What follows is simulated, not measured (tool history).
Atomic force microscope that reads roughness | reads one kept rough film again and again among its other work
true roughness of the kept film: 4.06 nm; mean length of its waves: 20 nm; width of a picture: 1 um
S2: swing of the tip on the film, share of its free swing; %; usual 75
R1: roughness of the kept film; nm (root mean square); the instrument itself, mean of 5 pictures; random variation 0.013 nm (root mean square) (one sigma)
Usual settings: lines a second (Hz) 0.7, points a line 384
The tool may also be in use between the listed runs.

{"run": 1, "hour": 0.0, "lines a second (Hz)": 0.7, "S2": 75, "points a line": 384, "R1": 2.9}
{"run": 2, "hour": 27.6, "lines a second (Hz)": 0.7, "S2": 70, "points a line": 384, "R1": 2.674}
{"run": 3, "hour": 53.9, "lines a second (Hz)": 0.7, "S2": 75, "points a line": 384, "R1": 2.484}
{"hour": 69.9, "done": "new tip fitted"}
{"run": 4, "hour": 85.3, "lines a second (Hz)": 0.7, "S2": 64, "points a line": 384, "R1": 2.873}
{"run": 5, "hour": 134.9, "lines a second (Hz)": 0.7, "S2": 64, "points a line": 384, "R1": 2.49}
{"hour": 154.3, "done": "new tip fitted"}
{"run": 6, "hour": 176.5, "lines a second (Hz)": 0.7, "S2": 64, "points a line": 384, "R1": 2.827}
{"run": 7, "hour": 209.4, "lines a second (Hz)": 2.9, "S2": 75, "points a line": 384, "R1": 2.383}
{"hour": 236.9, "done": "new tip fitted"}
{"run": 8, "hour": 249.1, "lines a second (Hz)": 0.7, "S2": 75, "points a line": 384, "R1": 2.786}
{"run": 9, "hour": 270.2, "lines a second (Hz)": 0.7, "S2": 75, "points a line": 384, "R1": 2.642}
{"run": 10, "hour": 311.5, "lines a second (Hz)": 0.7, "S2": 75, "points a line": 377, "R1": 2.349}
{"hour": 319.1, "done": "new tip fitted"}
{"run": 11, "hour": 359.1, "lines a second (Hz)": 0.7, "S2": 75, "points a line": 377, "R1": 2.664}
{"run": 12, "hour": 390.6, "lines a second (Hz)": 0.7, "S2": 75, "points a line": 377, "R1": 2.46}
{"hour": 403.5, "done": "new tip fitted"}
{"run": 13, "hour": 429.9, "lines a second (Hz)": 1.088, "S2": 66, "points a line": 377, "R1": 2.806}
{"run": 14, "hour": 472.6, "lines a second (Hz)": 3.923, "S2": 77, "points a line": 632, "R1": 2.256}
{"hour": 486.7, "done": "new tip fitted"}
{"run": 15, "hour": 503.4, "lines a second (Hz)": 0.894, "S2": 63, "points a line": 936, "R1": 2.909}
{"run": 16, "hour": 549.5, "lines a second (Hz)": 0.889, "S2": 82, "points a line": 384, "R1": 2.485}
{"hour": 571.5, "done": "new tip fitted"}
{"run": 17, "hour": 573.4, "lines a second (Hz)": 0.832, "S2": 82, "points a line": 993, "R1": 2.934}
{"run": 18, "hour": 596.0, "lines a second (Hz)": 0.832, "S2": 82, "points a line": 993, "R1": 2.735}
{"run": 19, "hour": 644.0, "lines a second (Hz)": 0.832, "S2": 82, "points a line": 993, "R1": 2.404}
{"hour": 656.1, "done": "new tip fitted"}
{"run": 20, "hour": 672.2, "lines a second (Hz)": 0.832, "S2": 82, "points a line": 993, "R1": 2.795}
{"run": 21, "hour": 699.9, "lines a second (Hz)": 0.797, "S2": 83, "points a line": 570, "R1": 2.555}
{"hour": 738.1, "done": "new tip fitted"}
{"run": 22, "hour": 750.1, "lines a second (Hz)": 0.797, "S2": 83, "points a line": 570, "R1": 2.879}

Run 23 comes next. What will it give?
{"run": 23, "hour": 789.9, "lines a second (Hz)": 0.797, "S2": 83, "points a line": 570, "R1": "?"}

Run 23 gave R1 2.559 nm (root mean square).
Without the tool's hidden state the same run would have given R1 3.022 nm (root mean square).

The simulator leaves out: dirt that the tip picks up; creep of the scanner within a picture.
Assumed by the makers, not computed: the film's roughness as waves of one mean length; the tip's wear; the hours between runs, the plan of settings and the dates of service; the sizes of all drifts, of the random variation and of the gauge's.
